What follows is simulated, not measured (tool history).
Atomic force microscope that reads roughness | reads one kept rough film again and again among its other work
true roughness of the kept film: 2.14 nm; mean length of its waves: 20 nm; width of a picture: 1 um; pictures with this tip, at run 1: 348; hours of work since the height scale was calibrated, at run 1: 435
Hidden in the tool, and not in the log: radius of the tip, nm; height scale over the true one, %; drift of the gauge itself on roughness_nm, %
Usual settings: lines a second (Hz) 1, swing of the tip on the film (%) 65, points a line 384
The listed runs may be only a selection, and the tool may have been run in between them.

run     day  lines a second (Hz)  swing of the tip on the film (%)  points a line  pictures with this tip  hours of work since the height scale was calibrated  roughness of the kept film (nm (root mean square))
  1       0                    1                                65            384                     348                                                  435                                                1.74
      0.579  -- new tip fitted
  2   2.417                    1                                65            384                      59                                                  466                                               1.758
  3   4.117                    1                                65            384                     114                                                  488                                               1.739
  4   5.971                    1                                65            384                     174                                                  512                                               1.755
  5   7.838                    1                                65            384                     235                                                  537                                               1.746
  6  10.421                    1                                65            384                     319                                                  571                                                1.76
     12.029  -- new tip fitted
  7  12.638                    1                                65            384                      20                                                  599                                               1.756
  8  14.554                 2.69                                62            335                      82                                                  624                                               1.659
  9    17.5                 1.06                                68            384                     177                                                  663                                               1.735

Run 10 is up next; what results do you expect?
 10  19.267                 1.06                                68            384                     235                                                  686                                                   ?

Run 10 gave roughness of the kept film (nm (root mean square)) 1.744.
Take away the tool's hidden state, keep the run-to-run variation as it was, and the same run would have given roughness of the kept film (nm (root mean square)) 1.746.
